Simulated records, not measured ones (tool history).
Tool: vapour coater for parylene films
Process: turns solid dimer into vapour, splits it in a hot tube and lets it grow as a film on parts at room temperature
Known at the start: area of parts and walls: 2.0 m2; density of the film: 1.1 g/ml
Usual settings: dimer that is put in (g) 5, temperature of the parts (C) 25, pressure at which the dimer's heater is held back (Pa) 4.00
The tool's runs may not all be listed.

| run | hour | dimer that is put in (g) | temperature of the parts (C) | pressure at which the dimer's heater is held back (Pa) | thickness of the film (um) |
|---|---|---|---|---|---|
| 1 | 0.0 | 5 | 25 | 4.00 | 1.179 |
| 2 | 52.2 | 5 | 25 | 4.00 | 1.151 |
| 3 | 94.9 | 5 | 25 | 4.00 | 1.138 |
|  | 156.7 | trap's valve overhauled |
| 4 | 158.0 | 5 | 25 | 4.00 | 1.269 |
| 5 | 194.5 | 5 | 25 | 4.00 | 1.288 |
| 6 | 242.8 | 5 | 25 | 4.00 | 1.273 |
| 7 | 275.5 | 5 | 25 | 4.00 | 1.278 |
| 8 | 303.3 | 5 | 25 | 4.00 | 1.268 |
| 9 | 335.4 | 5 | 25 | 4.00 | 1.266 |
| 10 | 362.4 | 5 | 25 | 2.90 | 1.282 |
| 11 | 409.7 | 4 | 25 | 4.00 | 0.980 |
| 12 | 471.0 | 4 | 25 | 4.00 | 0.984 |
| 13 | 512.5 | 4 | 25 | 4.00 | 0.987 |

Run 14 comes next. What will it give?
| 14 | 544.4 | 4 | 25 | 4.95 | ? |

thickness of the film (um): 0.971
Without the tool's hidden state the same run would have given thickness of the film (um) 1.024.
